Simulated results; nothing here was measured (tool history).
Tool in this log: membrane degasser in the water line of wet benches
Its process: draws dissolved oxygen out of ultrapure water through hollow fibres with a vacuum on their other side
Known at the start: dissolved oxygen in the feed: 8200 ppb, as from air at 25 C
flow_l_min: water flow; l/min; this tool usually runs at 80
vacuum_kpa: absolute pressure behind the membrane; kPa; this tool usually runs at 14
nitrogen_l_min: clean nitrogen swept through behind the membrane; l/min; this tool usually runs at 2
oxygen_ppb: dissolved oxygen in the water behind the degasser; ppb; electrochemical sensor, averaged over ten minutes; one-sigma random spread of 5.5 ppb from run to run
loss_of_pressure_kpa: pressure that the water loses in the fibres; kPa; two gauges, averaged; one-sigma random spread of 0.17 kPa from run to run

run    hour  flow_l_min  vacuum_kpa  nitrogen_l_min  oxygen_ppb  loss_of_pressure_kpa
  1       0          80          14               2       889.3                 30.79
  2    27.6          80          14               2       882.3                 30.86
  3      86          80          14               2       888.2                 30.81
  4     148          80        17.7               2      1125.1                 30.88
  5   183.7          80          14               2       888.1                 31.01
  6   240.5          58          14               2       670.1                 22.64
  7   276.8          58          14               2       663.2                 22.49
  8   320.6         128          14               2      1308.1                  49.5
  9   378.2         128          14               2      1304.9                 49.84
 10   420.3          80          14               2       884.5                 30.96
 11   473.8          80          14               2       900.9                    31
 12   511.9          51          14               2       593.3                 19.67
 13   575.9          80          14               2       892.1                 31.02
 14   616.9          80          14            0.82      1528.4                    31
 15   668.8          90          14               2       970.4                 35.07
 16     715          90          14               2       994.1                 34.46
 17   754.1          90          14               2       976.8                 34.81
 18     784         125          14            1.14      1728.4                 48.21
 19   827.2          91        24.3            1.14      2344.7                 35.08
 20   855.3          69        29.4            1.14      2336.8                 26.88
 21   917.1          69        29.4            1.14      2304.6                 26.81
 22   944.8          97        10.8            1.14      1090.7                 37.62
 23   996.5          97        10.8            1.14      1093.1                 37.51
 24  1029.4          80         9.9               2       608.7                 31.13
 25  1059.3          80        17.4             3.7       717.7                 30.94
 26  1116.1          80        17.4             3.7       724.7                 31.08
 27  1165.5          80          14            2.43       781.6                 30.72
 28  1206.1          80          14            2.43       794.2                  30.9
 29  1244.3          85        21.5            0.98      2171.4                 32.64
 30  1277.5          85        21.5            0.98      2178.2                 32.65
 31  1339.3          85        21.5            0.98      2160.8                    33
 32  1368.6          85        21.5            0.98      2182.1                 33.06

Forecast each of these 3 alternatives for the next run:
  A  1410.4          85        21.5            0.86           ?                     ?
  B  1410.4          65          14            1.89           ?                     ?
  C  1410.4          60        21.6            0.98           ?                     ?

run  oxygen_ppb  loss_of_pressure_kpa
  A      2366.2                 32.97
  B       771.7                 25.19
  C      1769.7                 23.12
Stripped of hidden state, with their random variation kept, the same runs would have yielded:
run  oxygen_ppb  loss_of_pressure_kpa
  A      2365.5                 32.96
  B       771.3                 25.18
  C      1769.2                 23.12
